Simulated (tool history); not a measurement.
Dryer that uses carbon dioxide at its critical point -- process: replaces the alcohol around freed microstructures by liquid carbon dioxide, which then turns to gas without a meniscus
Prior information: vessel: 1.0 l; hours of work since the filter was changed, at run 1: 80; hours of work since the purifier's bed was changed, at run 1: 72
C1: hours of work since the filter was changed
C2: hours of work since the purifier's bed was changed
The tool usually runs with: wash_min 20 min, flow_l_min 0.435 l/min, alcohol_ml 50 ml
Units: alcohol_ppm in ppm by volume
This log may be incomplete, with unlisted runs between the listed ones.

{"run": 1, "hour": 0.0, "wash_min": 20, "flow_l_min": 0.435, "alcohol_ml": 50, "C1": 80, "C2": 72, "alcohol_ppm": 135}
{"run": 2, "hour": 6.0, "wash_min": 20, "flow_l_min": 0.406, "alcohol_ml": 50, "C1": 83, "C2": 76, "alcohol_ppm": 199}
{"run": 3, "hour": 13.3, "wash_min": 20, "flow_l_min": 0.406, "alcohol_ml": 50, "C1": 87, "C2": 79, "alcohol_ppm": 200}
{"run": 4, "hour": 18.5, "wash_min": 20, "flow_l_min": 0.435, "alcohol_ml": 50, "C1": 90, "C2": 82, "alcohol_ppm": 139}
{"run": 5, "hour": 28.5, "wash_min": 20, "flow_l_min": 0.435, "alcohol_ml": 50, "C1": 95, "C2": 88, "alcohol_ppm": 142}
{"run": 6, "hour": 37.5, "wash_min": 20, "flow_l_min": 0.435, "alcohol_ml": 50, "C1": 100, "C2": 93, "alcohol_ppm": 132}
{"run": 7, "hour": 41.8, "wash_min": 20, "flow_l_min": 0.435, "alcohol_ml": 50, "C1": 102, "C2": 95, "alcohol_ppm": 135}
{"run": 8, "hour": 46.6, "wash_min": 20, "flow_l_min": 0.435, "alcohol_ml": 50, "C1": 105, "C2": 97, "alcohol_ppm": 150}
{"run": 9, "hour": 54.2, "wash_min": 14, "flow_l_min": 0.384, "alcohol_ml": 57, "C1": 109, "C2": 102, "alcohol_ppm": 1394}
{"run": 10, "hour": 61.7, "wash_min": 12, "flow_l_min": 0.703, "alcohol_ml": 87, "C1": 113, "C2": 106, "alcohol_ppm": 308}
{"run": 11, "hour": 67.9, "wash_min": 12, "flow_l_min": 0.703, "alcohol_ml": 87, "C1": 116, "C2": 109, "alcohol_ppm": 323}
{"run": 12, "hour": 72.6, "wash_min": 20, "flow_l_min": 0.373, "alcohol_ml": 50, "C1": 119, "C2": 112, "alcohol_ppm": 314}
{"run": 13, "hour": 76.9, "wash_min": 22, "flow_l_min": 0.296, "alcohol_ml": 24, "C1": 121, "C2": 114, "alcohol_ppm": 290}
{"run": 14, "hour": 83.6, "wash_min": 22, "flow_l_min": 0.296, "alcohol_ml": 24, "C1": 125, "C2": 117, "alcohol_ppm": 285}
{"run": 15, "hour": 91.5, "wash_min": 22, "flow_l_min": 0.296, "alcohol_ml": 24, "C1": 129, "C2": 122, "alcohol_ppm": 280}

4 options for the next run, each taken on its own from the tool as it stands now. Forecast them:
{"run": "A", "hour": 100.9, "wash_min": 20, "flow_l_min": 0.383, "alcohol_ml": 47, "C1": 134, "C2": 127, "alcohol_ppm": "?"}
{"run": "B", "hour": 100.9, "wash_min": 23, "flow_l_min": 0.365, "alcohol_ml": 41, "C1": 134, "C2": 127, "alcohol_ppm": "?"}
{"run": "C", "hour": 100.9, "wash_min": 20, "flow_l_min": 0.435, "alcohol_ml": 53, "C1": 134, "C2": 127, "alcohol_ppm": "?"}
{"run": "D", "hour": 100.9, "wash_min": 20, "flow_l_min": 0.403, "alcohol_ml": 38, "C1": 134, "C2": 127, "alcohol_ppm": "?"}

run=A alcohol_ppm=285
run=B alcohol_ppm=153
run=C alcohol_ppm=164
run=D alcohol_ppm=190
Take away the tool's hidden state, keep each run's random variation, and the runs would have read:
run=A alcohol_ppm=197
run=B alcohol_ppm=94
run=C alcohol_ppm=101
run=D alcohol_ppm=125
